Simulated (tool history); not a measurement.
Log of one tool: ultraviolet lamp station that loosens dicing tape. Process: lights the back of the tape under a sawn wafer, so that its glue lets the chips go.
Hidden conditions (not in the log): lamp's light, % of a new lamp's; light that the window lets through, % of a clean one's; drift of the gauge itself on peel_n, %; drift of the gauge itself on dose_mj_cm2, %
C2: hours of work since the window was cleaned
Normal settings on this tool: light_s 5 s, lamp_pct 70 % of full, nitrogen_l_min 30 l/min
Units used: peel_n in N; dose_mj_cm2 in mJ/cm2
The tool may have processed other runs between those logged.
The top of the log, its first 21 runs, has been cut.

Run 22, hour 654.3: usual settings but light_s 3 s, nitrogen_l_min 28 l/min; hours of work of the lamp 305; C2 117. Result: peel_n 0.765 N, dose_mj_cm2 160 mJ/cm2.
Run 23, hour 690.5: usual settings but light_s 3 s, nitrogen_l_min 28 l/min; hours of work of the lamp 333; C2 145. Result: peel_n 0.723 N, dose_mj_cm2 159 mJ/cm2.
Run 24, hour 717: usual settings but light_s 9 s; hours of work of the lamp 354; C2 166. Result: peel_n 0.13 N, dose_mj_cm2 475 mJ/cm2.
Run 25, hour 743.3: usual settings but light_s 4 s, lamp_pct 62 % of full, nitrogen_l_min 34 l/min; hours of work of the lamp 374; C2 186. Result: peel_n 0.524 N, dose_mj_cm2 191 mJ/cm2.
Run 26, hour 770.1: usual settings but light_s 8 s, lamp_pct 81 % of full, nitrogen_l_min 28 l/min; hours of work of the lamp 395; C2 207. Result: peel_n 0.13 N, dose_mj_cm2 487 mJ/cm2.
Run 27, hour 811.2: usual settings but light_s 8 s, lamp_pct 81 % of full, nitrogen_l_min 28 l/min; hours of work of the lamp 427; C2 239. Result: peel_n 0.14 N, dose_mj_cm2 484 mJ/cm2.
Run 28, hour 829.9: usual settings but lamp_pct 74 % of full, nitrogen_l_min 53 l/min; hours of work of the lamp 441; C2 254. Result: peel_n 0.2 N, dose_mj_cm2 280 mJ/cm2.
Run 29, hour 859: usual settings but light_s 2 s, lamp_pct 66 % of full, nitrogen_l_min 49 l/min; hours of work of the lamp 464; C2 277. Result: peel_n 1.308 N, dose_mj_cm2 99 mJ/cm2.
Run 30, hour 898.8: usual settings but light_s 2 s, lamp_pct 66 % of full, nitrogen_l_min 19 l/min; hours of work of the lamp 495; C2 308. Result: peel_n 1.702 N, dose_mj_cm2 100 mJ/cm2.
Run 31, hour 937.4: usual settings but light_s 2 s, lamp_pct 66 % of full, nitrogen_l_min 19 l/min; hours of work of the lamp 525; C2 338. Result: peel_n 1.621 N, dose_mj_cm2 98 mJ/cm2.
Run 32, hour 970.1: usual settings but light_s 3 s, lamp_pct 98 % of full, nitrogen_l_min 11 l/min; hours of work of the lamp 551; C2 363. Result: peel_n 0.637 N, dose_mj_cm2 224 mJ/cm2.
Run 33, hour 1005: usual settings but light_s 3 s, lamp_pct 98 % of full, nitrogen_l_min 11 l/min; hours of work of the lamp 578; C2 390. Result: peel_n 0.63 N, dose_mj_cm2 218 mJ/cm2.
Run 34, hour 1044.1: usual settings but light_s 3 s, lamp_pct 98 % of full, nitrogen_l_min 11 l/min; hours of work of the lamp 608; C2 421. Result: peel_n 0.652 N, dose_mj_cm2 219 mJ/cm2.
Run 35, hour 1066.7: usual settings but light_s 6 s, lamp_pct 62 % of full; hours of work of the lamp 626; C2 438. Result: peel_n 0.241 N, dose_mj_cm2 275 mJ/cm2.

Here are 5 independent what-if runs from the current tool condition. What would each one return?
Run A, hour 1097.1: usual settings but light_s 3 s, nitrogen_l_min 58 l/min; hours of work of the lamp 650; C2 462. Result: peel_n ?, dose_mj_cm2 ?.
Run B, hour 1097.1: usual settings but light_s 4 s, lamp_pct 78 % of full, nitrogen_l_min 18 l/min; hours of work of the lamp 650; C2 462. Result: peel_n ?, dose_mj_cm2 ?.
Run C, hour 1097.1: usual settings but nitrogen_l_min 19 l/min; hours of work of the lamp 650; C2 462. Result: peel_n ?, dose_mj_cm2 ?.
Run D, hour 1097.1: usual settings but light_s 8 s, lamp_pct 88 % of full; hours of work of the lamp 650; C2 462. Result: peel_n ?, dose_mj_cm2 ?.
Run E, hour 1097.1: usual settings but light_s 3 s; hours of work of the lamp 650; C2 462. Result: peel_n ?, dose_mj_cm2 ?.

run  peel_n  dose_mj_cm2
  A   0.592          160
  B   0.441          231
  C   0.322          264
  D   0.127          532
  E   0.736          156
Take away the tool's hidden state, keep each run's random variation, and the runs would have read:
run  peel_n  dose_mj_cm2
  A   0.589          161
  B   0.439          232
  C   0.321          265
  D   0.127          534
  E   0.732          157
